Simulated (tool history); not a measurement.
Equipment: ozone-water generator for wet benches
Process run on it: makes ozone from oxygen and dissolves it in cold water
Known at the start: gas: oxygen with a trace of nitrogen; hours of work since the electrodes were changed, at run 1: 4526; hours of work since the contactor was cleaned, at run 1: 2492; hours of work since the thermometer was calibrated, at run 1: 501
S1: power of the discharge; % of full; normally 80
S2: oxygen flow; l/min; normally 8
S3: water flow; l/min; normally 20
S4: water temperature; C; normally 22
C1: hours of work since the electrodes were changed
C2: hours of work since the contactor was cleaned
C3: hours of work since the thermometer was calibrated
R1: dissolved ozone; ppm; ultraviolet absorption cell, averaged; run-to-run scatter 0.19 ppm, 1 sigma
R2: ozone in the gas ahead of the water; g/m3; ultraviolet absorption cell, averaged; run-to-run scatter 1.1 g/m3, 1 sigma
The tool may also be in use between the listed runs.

{"run": 1, "hour": 0.0, "S1": 80, "S2": 8, "S3": 20, "S4": 22, "C1": 4526, "C2": 2492, "C3": 501, "R1": 22, "R2": 159.7}
{"run": 2, "hour": 95.7, "S1": 80, "S2": 8, "S3": 20, "S4": 22, "C1": 4609, "C2": 2575, "C3": 584, "R1": 21.8, "R2": 158.4}
{"run": 3, "hour": 225.6, "S1": 80, "S2": 8, "S3": 20, "S4": 22, "C1": 4722, "C2": 2688, "C3": 697, "R1": 21.5, "R2": 157.6}
{"run": 4, "hour": 297.2, "S1": 80, "S2": 8, "S3": 20, "S4": 22, "C1": 4785, "C2": 2751, "C3": 759, "R1": 21.9, "R2": 157.3}
{"run": 5, "hour": 391.0, "S1": 80, "S2": 8, "S3": 20, "S4": 22, "C1": 4866, "C2": 2832, "C3": 841, "R1": 21.9, "R2": 155.5}
{"run": 6, "hour": 504.6, "S1": 80, "S2": 8, "S3": 20, "S4": 22, "C1": 4965, "C2": 2931, "C3": 940, "R1": 21.3, "R2": 157}
{"run": 7, "hour": 623.0, "S1": 80, "S2": 8, "S3": 20, "S4": 22, "C1": 5068, "C2": 3034, "C3": 1043, "R1": 21.6, "R2": 156.3}
{"run": 8, "hour": 726.6, "S1": 80, "S2": 8.43, "S3": 20, "S4": 22, "C1": 5159, "C2": 3125, "C3": 1133, "R1": 21.2, "R2": 150.9}
{"run": 9, "hour": 868.3, "S1": 80, "S2": 8, "S3": 20, "S4": 22, "C1": 5282, "C2": 3248, "C3": 1257, "R1": 21.1, "R2": 156.3}
{"run": 10, "hour": 1020.5, "S1": 80, "S2": 12.06, "S3": 20, "S4": 22, "C1": 5415, "C2": 3381, "C3": 1389, "R1": 19.7, "R2": 122.1}
{"run": 11, "hour": 1092.4, "S1": 80, "S2": 8, "S3": 16, "S4": 22, "C1": 5477, "C2": 3443, "C3": 1452, "R1": 23.6, "R2": 154.3}
{"run": 12, "hour": 1191.9, "S1": 80, "S2": 8, "S3": 16, "S4": 22, "C1": 5564, "C2": 3530, "C3": 1539, "R1": 23.2, "R2": 154.4}
{"hour": 1201.8, "done": "water thermometer calibrated"}
{"run": 13, "hour": 1324.3, "S1": 80, "S2": 8, "S3": 16, "S4": 22, "C1": 5679, "C2": 3645, "C3": 107, "R1": 23.3, "R2": 152.9}
{"hour": 1398.1, "done": "contactor cleaned"}
{"run": 14, "hour": 1402.2, "S1": 80, "S2": 8, "S3": 16, "S4": 22, "C1": 5743, "C2": 4, "C3": 171, "R1": 24.2, "R2": 151.2}
{"run": 15, "hour": 1481.2, "S1": 80, "S2": 8, "S3": 16, "S4": 22, "C1": 5812, "C2": 72, "C3": 240, "R1": 24.1, "R2": 151.2}
{"run": 16, "hour": 1545.9, "S1": 80, "S2": 8, "S3": 16, "S4": 22, "C1": 5868, "C2": 129, "C3": 296, "R1": 23.9, "R2": 150.4}
{"run": 17, "hour": 1671.4, "S1": 80, "S2": 8, "S3": 16, "S4": 22, "C1": 5978, "C2": 238, "C3": 405, "R1": 24, "R2": 151.2}
{"run": 18, "hour": 1745.6, "S1": 80, "S2": 8, "S3": 16, "S4": 22, "C1": 6042, "C2": 303, "C3": 470, "R1": 24.1, "R2": 149.7}
{"hour": 1811.0, "done": "water thermometer calibrated, once more"}
{"run": 19, "hour": 1839.3, "S1": 80, "S2": 8, "S3": 16, "S4": 22, "C1": 6123, "C2": 384, "C3": 25, "R1": 23.5, "R2": 151.7}
{"run": 20, "hour": 1981.2, "S1": 80, "S2": 8, "S3": 24, "S4": 28, "C1": 6247, "C2": 507, "C3": 148, "R1": 17, "R2": 150.2}
{"run": 21, "hour": 2081.9, "S1": 81, "S2": 13.86, "S3": 24, "S4": 28, "C1": 6335, "C2": 595, "C3": 236, "R1": 15.4, "R2": 111.9}
{"run": 22, "hour": 2179.3, "S1": 81, "S2": 13.86, "S3": 24, "S4": 28, "C1": 6419, "C2": 680, "C3": 321, "R1": 15.3, "R2": 111.4}
{"run": 23, "hour": 2296.2, "S1": 80, "S2": 6.06, "S3": 28, "S4": 22, "C1": 6521, "C2": 782, "C3": 422, "R1": 17, "R2": 172.4}
{"run": 24, "hour": 2396.9, "S1": 87, "S2": 9.62, "S3": 20, "S4": 22, "C1": 6609, "C2": 869, "C3": 510, "R1": 21.5, "R2": 140.5}
{"run": 25, "hour": 2541.1, "S1": 87, "S2": 9.62, "S3": 20, "S4": 22, "C1": 6735, "C2": 995, "C3": 636, "R1": 21.4, "R2": 141}
{"run": 26, "hour": 2650.9, "S1": 94, "S2": 7.17, "S3": 21, "S4": 16, "C1": 6830, "C2": 1091, "C3": 731, "R1": 25, "R2": 174}
{"run": 27, "hour": 2726.5, "S1": 80, "S2": 8, "S3": 20, "S4": 16, "C1": 6896, "C2": 1156, "C3": 797, "R1": 22.5, "R2": 146.4}
{"run": 28, "hour": 2851.8, "S1": 44, "S2": 9.87, "S3": 16, "S4": 23, "C1": 7005, "C2": 1266, "C3": 906, "R1": 13.5, "R2": 84.1}
{"run": 29, "hour": 2929.2, "S1": 55, "S2": 12.56, "S3": 20, "S4": 15, "C1": 7072, "C2": 1333, "C3": 974, "R1": 16.4, "R2": 86.6}
{"run": 30, "hour": 3017.0, "S1": 44, "S2": 12.56, "S3": 20, "S4": 15, "C1": 7149, "C2": 1409, "C3": 1050, "R1": 14, "R2": 73.9}
{"run": 31, "hour": 3106.7, "S1": 44, "S2": 12.56, "S3": 20, "S4": 15, "C1": 7227, "C2": 1488, "C3": 1128, "R1": 14, "R2": 74.2}
{"run": 32, "hour": 3180.4, "S1": 42, "S2": 6.75, "S3": 19, "S4": 25, "C1": 7291, "C2": 1552, "C3": 1193, "R1": 12.6, "R2": 98.7}
{"run": 33, "hour": 3269.9, "S1": 42, "S2": 6.75, "S3": 19, "S4": 25, "C1": 7369, "C2": 1630, "C3": 1271, "R1": 12.4, "R2": 99.4}
{"run": 34, "hour": 3418.3, "S1": 52, "S2": 6.75, "S3": 13, "S4": 28, "C1": 7498, "C2": 1759, "C3": 1400, "R1": 16.2, "R2": 114}

What differs in the tool's unlogged condition from the final listed run ahead of each entry between runs to the first listed run following it?
Run 12 -> run 13: water thermometer calibrated (hour 1201.8)
  yield of the discharge, % of new electrodes': 84.2 -> 83.8; contactor's efficiency, % of a clean one's: 90 -> 89.7; true water temperature over the reading, C: 0.07 -> 0.13
  measured minus no-state result, R1: -5.9 -> -6.1 ppm; R2: -32.2 -> -33.1 g/m3
Run 13 -> run 14: contactor cleaned (hour 1398.1)
  yield of the discharge, % of new electrodes': 83.8 -> 83.6; contactor's efficiency, % of a clean one's: 89.7 -> 100
  measured minus no-state result, R1: -6.1 -> -5.4 ppm; R2: -33.1 -> -33.2 g/m3
Run 18 -> run 19: water thermometer calibrated, once more (hour 1811)
  yield of the discharge, % of new electrodes': 82.8 -> 82.6; contactor's efficiency, % of a clean one's: 99.1 -> 98.9; true water temperature over the reading, C: 0.14 -> 0.01
  measured minus no-state result, R1: -5.7 -> -5.7 ppm; R2: -34.9 -> -35.8 g/m3
